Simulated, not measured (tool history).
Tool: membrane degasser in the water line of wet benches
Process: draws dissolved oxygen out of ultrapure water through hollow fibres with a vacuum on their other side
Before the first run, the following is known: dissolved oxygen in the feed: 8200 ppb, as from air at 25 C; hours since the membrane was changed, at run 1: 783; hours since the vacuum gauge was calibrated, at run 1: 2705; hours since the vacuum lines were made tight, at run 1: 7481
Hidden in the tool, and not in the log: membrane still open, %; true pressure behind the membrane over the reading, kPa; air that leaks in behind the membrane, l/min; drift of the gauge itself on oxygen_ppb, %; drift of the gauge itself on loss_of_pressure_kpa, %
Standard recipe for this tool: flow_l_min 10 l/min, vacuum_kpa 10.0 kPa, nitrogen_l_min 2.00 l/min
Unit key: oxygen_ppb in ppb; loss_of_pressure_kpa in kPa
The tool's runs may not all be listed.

run,day,flow_l_min,vacuum_kpa,nitrogen_l_min,hours since the membrane was changed,hours since the vacuum gauge was calibrated,hours since the vacuum lines were made tight,oxygen_ppb,loss_of_pressure_kpa
1,0.000,10,10.0,2.00,783,2705,7481,340.2,50.08
2,2.304,10,10.0,2.00,838,2760,7536,341.3,49.97
3,4.596,10,10.0,2.00,893,2815,7591,332.0,50.29
4,6.442,10,10.0,2.00,937,2859,7635,340.3,49.89
5,8.304,12,10.0,2.00,982,2904,7680,499.0,60.34
6,9.308,10,7.2,2.00,1006,2928,7704,305.9,49.87
7,10.967,10,7.2,2.00,1046,2968,7744,307.1,50.41
8,12.862,10,7.2,2.00,1092,3013,7790,303.7,50.57
9,15.071,10,15.8,2.00,1145,3066,7843,412.2,50.19
10,16.321,10,15.8,2.00,1175,3096,7873,407.1,50.15
11,17.629,10,15.8,2.00,1206,3128,7904,411.8,50.62
12,19.379,10,15.8,2.00,1248,3170,7946,418.3,50.15
13,20.983,10,15.8,2.00,1287,3208,7985,413.1,50.00
14,23.008,10,15.8,2.00,1335,3257,8033,406.3,50.24
15,24.004,10,15.8,2.00,1359,3281,8057,414.4,49.97
16,25.983,10,10.0,2.00,1406,3328,8105,347.1,50.41
17,27.583,10,10.0,5.51,1445,3367,8143,288.4,50.71
18,29.033,15,6.3,3.19,1480,3402,8178,686.8,75.73
19,31.183,9,11.3,2.67,1531,3453,8229,263.4,45.25
# day 31.450: seals of the vacuum lines changed
20,33.329,9,11.3,2.67,1581,3503,45,259.2,45.62
21,34.479,9,11.3,2.67,1608,3530,73,260.9,45.26
22,36.838,7,6.4,1.42,1665,3587,129,127.3,35.51
23,39.188,7,6.4,1.42,1721,3643,186,130.5,35.78
24,40.625,12,13.0,1.19,1756,3678,220,622.1,60.88
25,41.700,10,10.0,0.93,1782,3703,246,426.3,50.72
26,43.892,9,10.0,0.93,1834,3756,299,345.1,45.50
27,46.221,6,10.0,0.93,1890,3812,355,157.5,30.50
28,48.517,6,10.0,0.93,1945,3867,410,157.4,30.55
29,49.708,15,20.9,2.36,1974,3896,438,887.7,76.00
30,51.929,9,20.9,2.36,2027,3949,491,353.1,45.52
31,53.033,8,20.9,2.36,2054,3976,518,280.6,40.52
32,54.296,9,15.1,2.80,2084,4006,548,286.0,45.25

Take each entry between the runs: how does the hidden state at the last listed run before it differ from the hidden state at the first listed run after it?
From run 19 to run 20: seals of the vacuum lines changed (day 31.450)
  true pressure behind the membrane over the reading, kPa: 0.22 -> 0.23; air that leaks in behind the membrane, l/min: 0.0271 -> 0.0028
  what was measured, less what the result would be without the hidden state, oxygen_ppb: +15.1 -> +10.0 ppb; loss_of_pressure_kpa: +0.50 -> +0.52 kPa

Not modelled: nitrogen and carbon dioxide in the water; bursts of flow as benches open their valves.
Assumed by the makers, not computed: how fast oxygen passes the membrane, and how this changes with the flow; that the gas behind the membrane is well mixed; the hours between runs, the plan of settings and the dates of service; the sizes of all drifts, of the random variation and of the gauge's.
